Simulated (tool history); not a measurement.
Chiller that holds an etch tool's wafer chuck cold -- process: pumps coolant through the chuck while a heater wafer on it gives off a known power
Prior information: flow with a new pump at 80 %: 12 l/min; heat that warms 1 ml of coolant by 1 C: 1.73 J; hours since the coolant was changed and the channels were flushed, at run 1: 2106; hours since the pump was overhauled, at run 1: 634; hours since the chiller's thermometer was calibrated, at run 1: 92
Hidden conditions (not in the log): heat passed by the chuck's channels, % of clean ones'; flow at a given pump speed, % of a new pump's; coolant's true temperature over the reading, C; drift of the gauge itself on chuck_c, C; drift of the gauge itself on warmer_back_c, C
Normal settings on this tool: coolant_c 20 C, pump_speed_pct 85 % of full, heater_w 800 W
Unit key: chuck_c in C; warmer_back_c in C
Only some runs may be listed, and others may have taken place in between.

| run | day | coolant_c | pump_speed_pct | heater_w | hours since the coolant was changed and the channels were flushed | hours since the pump was overhauled | hours since the chiller's thermometer was calibrated | chuck_c | warmer_back_c |
|---|---|---|---|---|---|---|---|---|---|
| 1 | 0 | 20 | 85 | 800 | 2106 | 634 | 92 | 25.36 | 2.23 |
| 2 | 1.158 | 20 | 85 | 800 | 2134 | 662 | 120 | 25.2 | 2.21 |
| 3 | 3.021 | 20 | 85 | 800 | 2179 | 706 | 164 | 25.62 | 2.24 |
| 4 | 3.871 | 20 | 85 | 800 | 2199 | 727 | 185 | 25.43 | 2.16 |
| 5 | 4.812 | 20 | 85 | 800 | 2222 | 749 | 207 | 25.37 | 2.17 |
|  | 5.017 | chiller's thermometer calibrated |
| 6 | 5.612 | 20 | 64 | 800 | 2240 | 768 | 14 | 26.36 | 2.89 |
| 7 | 7.425 | 20 | 79 | 800 | 2283 | 811 | 58 | 25.59 | 2.36 |
| 8 | 8.358 | 20 | 79 | 800 | 2306 | 833 | 80 | 25.68 | 2.38 |
|  | 8.975 | chiller's thermometer calibrated, once more |
| 9 | 10.254 | 20 | 85 | 800 | 2350 | 878 | 31 | 25.57 | 2.2 |
| 10 | 11.808 | 11 | 67 | 1031 | 2387 | 915 | 68 | 19.32 | 3.58 |
| 11 | 13.512 | 11 | 96 | 593 | 2428 | 956 | 109 | 14.65 | 1.44 |
| 12 | 15.212 | 20 | 68 | 800 | 2469 | 997 | 150 | 26.57 | 2.75 |
| 13 | 16.725 | 23 | 80 | 722 | 2505 | 1033 | 186 | 28.43 | 2.12 |
| 14 | 18.067 | 22 | 90 | 868 | 2538 | 1065 | 218 | 27.87 | 2.29 |
| 15 | 19.162 | 12 | 94 | 868 | 2564 | 1092 | 244 | 17.5 | 2.18 |
| 16 | 20.521 | 23 | 83 | 996 | 2597 | 1124 | 277 | 30.02 | 2.8 |
| 17 | 21.638 | 18 | 83 | 1081 | 2623 | 1151 | 304 | 25.73 | 3.07 |

Below are 5 alternative next runs, each starting from the tool's condition after run 17. Predict each:
| A | 23.208 | 14 | 85 | 800 | 2661 | 1189 | 342 | ? | ? |
| B | 23.208 | 21 | 83 | 1081 | 2661 | 1189 | 342 | ? | ? |
| C | 23.208 | 17 | 66 | 1081 | 2661 | 1189 | 342 | ? | ? |
| D | 23.208 | 28 | 83 | 774 | 2661 | 1189 | 342 | ? | ? |
| E | 23.208 | 22 | 85 | 806 | 2661 | 1189 | 342 | ? | ? |

| run | chuck_c | warmer_back_c |
|---|---|---|
| A | 19.42 | 2.2 |
| B | 28.72 | 3.03 |
| C | 26.05 | 3.82 |
| D | 33.38 | 2.2 |
| E | 27.53 | 2.24 |
Without the tool's unlogged condition, the same runs would have read:
| run | chuck_c | warmer_back_c |
|---|---|---|
| A | 18.86 | 2.16 |
| B | 27.93 | 2.97 |
| C | 25.12 | 3.75 |
| D | 32.84 | 2.16 |
| E | 26.97 | 2.2 |

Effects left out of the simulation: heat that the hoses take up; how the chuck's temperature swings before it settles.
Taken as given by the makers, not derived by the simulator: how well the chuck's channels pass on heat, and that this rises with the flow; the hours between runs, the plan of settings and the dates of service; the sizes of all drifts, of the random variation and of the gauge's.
